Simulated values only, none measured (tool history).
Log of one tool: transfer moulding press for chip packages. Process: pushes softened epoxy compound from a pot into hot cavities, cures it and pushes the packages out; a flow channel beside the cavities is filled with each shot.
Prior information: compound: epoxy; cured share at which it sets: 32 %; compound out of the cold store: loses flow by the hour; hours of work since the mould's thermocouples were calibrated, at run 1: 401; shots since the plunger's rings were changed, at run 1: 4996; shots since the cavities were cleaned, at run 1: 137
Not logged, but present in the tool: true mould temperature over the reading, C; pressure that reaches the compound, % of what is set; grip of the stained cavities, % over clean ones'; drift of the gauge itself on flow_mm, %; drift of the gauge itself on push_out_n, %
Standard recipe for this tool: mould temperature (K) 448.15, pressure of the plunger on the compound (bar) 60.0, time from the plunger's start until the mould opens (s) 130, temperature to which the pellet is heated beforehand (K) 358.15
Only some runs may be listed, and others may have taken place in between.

| run | hour | mould temperature (K) | pressure of the plunger on the compound (bar) | time from the plunger's start until the mould opens (s) | temperature to which the pellet is heated beforehand (K) | hours of work since the mould's thermocouples were calibrated | shots since the plunger's rings were changed | shots since the cavities were cleaned | incoming compound's hours out of the cold store | length that the compound runs in the flow channel (mm) | greatest force on the pins that push the packages out (N) |
|---|---|---|---|---|---|---|---|---|---|---|---|
| 1 | 0.0 | 448.15 | 60.0 | 130 | 358.15 | 401 | 4996 | 137 | 44.0 | 799 | 451 |
| 2 | 15.1 | 448.15 | 60.0 | 130 | 358.15 | 408 | 5090 | 231 | 31.8 | 841 | 483 |
| 3 | 30.8 | 448.15 | 60.0 | 130 | 358.15 | 415 | 5188 | 329 | 30.7 | 850 | 520 |
| 4 | 55.6 | 455.15 | 60.0 | 130 | 358.15 | 426 | 5343 | 484 | 44.7 | 799 | 484 |
| 5 | 79.5 | 455.15 | 60.0 | 130 | 358.15 | 437 | 5493 | 634 | 17.7 | 851 | 510 |
| 6 | 100.1 | 455.15 | 60.0 | 130 | 358.15 | 447 | 5622 | 763 | 22.8 | 840 | 526 |
|  | 104.0 | plunger's sealing rings changed |
| 7 | 120.6 | 448.15 | 60.0 | 148 | 358.15 | 455 | 104 | 876 | 42.7 | 866 | 538 |
| 8 | 135.9 | 448.15 | 60.0 | 148 | 358.15 | 462 | 199 | 971 | 40.8 | 870 | 571 |
|  | 139.1 | cavities cleaned with cleaning compound and waxed |
| 9 | 152.7 | 454.15 | 60.0 | 135 | 358.15 | 469 | 295 | 85 | 45.8 | 839 | 613 |
| 10 | 175.3 | 453.15 | 48.5 | 116 | 356.15 | 480 | 436 | 226 | 11.9 | 844 | 702 |
| 11 | 198.6 | 449.15 | 55.6 | 137 | 362.15 | 490 | 582 | 372 | 20.7 | 881 | 625 |
| 12 | 218.0 | 448.15 | 55.6 | 131 | 362.15 | 499 | 703 | 493 | 31.6 | 850 | 686 |
| 13 | 239.9 | 440.15 | 60.0 | 130 | 358.15 | 509 | 840 | 630 | 47.1 | 869 | 1100 |
| 14 | 253.7 | 440.15 | 60.0 | 130 | 358.15 | 516 | 926 | 716 | 22.0 | 925 | 1168 |
|  | 271.8 | cavities cleaned with cleaning compound and waxed, once more |
| 15 | 278.6 | 448.15 | 61.9 | 124 | 352.15 | 526 | 1073 | 43 | 11.3 | 947 | 420 |

Each row is a separate what-if for the run after 15, all from the same tool condition, not one after another. Results?
| A | 303.4 | 445.15 | 71.1 | 130 | 364.15 | 538 | 1228 | 198 | 8.6 | ? | ? |
| B | 303.4 | 448.15 | 60.0 | 138 | 358.15 | 538 | 1228 | 198 | 47.5 | ? | ? |
| C | 303.4 | 447.15 | 68.0 | 124 | 351.15 | 538 | 1228 | 198 | 46.4 | ? | ? |
| D | 303.4 | 448.15 | 68.8 | 117 | 352.15 | 538 | 1228 | 198 | 32.0 | ? | ? |
| E | 303.4 | 443.15 | 58.0 | 128 | 352.15 | 538 | 1228 | 198 | 30.7 | ? | ? |

| run | length that the compound runs in the flow channel (mm) | greatest force on the pins that push the packages out (N) |
|---|---|---|
| A | 1039 | 538 |
| B | 840 | 436 |
| C | 898 | 521 |
| D | 950 | 574 |
| E | 878 | 666 |
Take away the tool's hidden state, keep each run's random variation, and the runs would have read:
| run | length that the compound runs in the flow channel (mm) | greatest force on the pins that push the packages out (N) |
|---|---|---|
| A | 1054 | 351 |
| B | 853 | 294 |
| C | 911 | 340 |
| D | 963 | 375 |
| E | 890 | 428 |
